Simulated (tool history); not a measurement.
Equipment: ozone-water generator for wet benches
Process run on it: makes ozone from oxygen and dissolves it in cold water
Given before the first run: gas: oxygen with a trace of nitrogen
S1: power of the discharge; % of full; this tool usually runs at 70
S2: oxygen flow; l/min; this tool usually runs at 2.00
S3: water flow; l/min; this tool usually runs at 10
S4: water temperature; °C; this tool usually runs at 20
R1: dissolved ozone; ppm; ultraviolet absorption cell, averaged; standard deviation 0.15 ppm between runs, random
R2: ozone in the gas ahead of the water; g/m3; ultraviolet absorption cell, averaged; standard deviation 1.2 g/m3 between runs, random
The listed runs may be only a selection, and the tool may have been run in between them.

run,hour,S1,S2,S3,S4,R1,R2
1,0.0,70,2.00,10,20,19.1,210.3
2,49.4,70,2.00,10,20,19.0,209.1
3,150.2,70,2.00,7,20,26.1,209.4
4,207.9,70,2.00,7,20,26.1,211.5
5,283.2,70,2.00,7,20,25.9,208.3
6,373.2,70,2.00,10,24,18.2,209.2
7,437.7,70,2.00,10,24,18.3,209.1
8,516.1,70,2.00,6,24,27.1,211.8
9,563.9,70,2.00,10,16,20.3,209.4
10,616.1,70,2.00,10,16,20.4,210.3
11,687.9,70,2.00,10,16,20.0,208.8
12,732.9,70,2.00,10,16,20.3,209.7
13,809.0,70,2.00,10,20,19.4,208.9
14,906.4,70,2.00,10,20,19.1,208.3
15,958.9,70,2.00,10,20,19.0,211.0
16,1017.4,70,2.00,10,13,20.9,208.7
17,1070.6,70,2.00,10,13,20.8,207.5
18,1149.3,78,3.09,9,24,23.6,204.0
19,1242.0,78,3.09,9,24,23.8,201.7
20,1323.5,63,2.00,12,24,13.9,190.2
21,1414.6,70,2.00,13,20,14.7,213.1
22,1480.4,70,2.00,13,20,14.9,210.1
23,1549.8,70,2.00,14,16,14.2,209.9
24,1655.3,70,2.00,14,16,14.1,210.1
25,1737.0,70,1.08,6,20,25.2,254.9
26,1831.4,70,1.29,10,20,16.5,240.7
27,1912.2,70,1.29,10,20,16.6,238.5
28,2016.8,70,1.29,10,14,17.5,240.5
29,2090.0,52,1.29,9,27,13.2,185.9
30,2181.4,52,1.29,9,27,13.5,185.9
31,2272.7,41,2.00,10,20,12.1,133.2
32,2363.0,67,2.00,11,15,17.7,201.8

Not shown here: 1 entry made in the log between runs. Locate each between two listed runs and compare the hidden state at the listed run before it with the hidden state at the listed run after it:
After run 5, before run 6: water thermometer calibrated (hour 297.7)
  no hidden state differs between the two runs

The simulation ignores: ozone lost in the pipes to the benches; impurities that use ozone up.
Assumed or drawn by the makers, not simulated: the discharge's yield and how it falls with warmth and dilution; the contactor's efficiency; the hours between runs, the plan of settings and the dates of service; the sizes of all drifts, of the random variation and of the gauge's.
